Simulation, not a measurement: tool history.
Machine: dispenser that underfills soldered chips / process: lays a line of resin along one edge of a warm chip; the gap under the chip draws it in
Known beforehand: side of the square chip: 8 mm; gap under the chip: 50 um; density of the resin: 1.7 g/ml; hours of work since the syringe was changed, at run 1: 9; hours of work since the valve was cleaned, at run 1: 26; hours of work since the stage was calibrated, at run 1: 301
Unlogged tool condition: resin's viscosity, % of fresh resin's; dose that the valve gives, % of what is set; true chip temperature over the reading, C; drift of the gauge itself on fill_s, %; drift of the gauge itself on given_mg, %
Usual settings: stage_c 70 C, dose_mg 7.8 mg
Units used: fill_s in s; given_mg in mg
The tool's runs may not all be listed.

run	day	stage_c	dose_mg	hours of work since the syringe was changed	hours of work since the valve was cleaned	hours of work since the stage was calibrated	fill_s	given_mg
1	0	70	7.8	9	26	301	201.3	7.63
# day 0.196: new syringe of resin
2	0.304	70	7.8	2	30	306	134.2	7.62
3	0.829	70	7.8	10	38	313	208.7	7.58
# day 0.992: new syringe of resin
4	1.25	70	7.8	4	44	320	149.6	7.53
5	1.608	70	7.8	9	50	325	206.2	7.49
# day 1.762: new syringe of resin
6	1.971	70	7.8	3	55	330	148	7.53
# day 2.542: new syringe of resin
7	2.554	67	7.14	0	64	339	144.8	6.78
# day 3.138: dispensing valve cleaned and set on the balance
8	3.158	67	7.14	9	0	347	224.1	7.09
# day 3.354: new syringe of resin
9	3.512	82	9.23	2	5	352	87.6	9.14

What does the tool deliver on the next run?
10	3.854	66	9.39	7	11	358	?	?

Run 10 produced fill_s 211.6 s, given_mg 9.32 mg.
Were there no unlogged condition in the tool, this run, its random variation unchanged, would have produced fill_s 130.2 s, given_mg 9.42 mg.
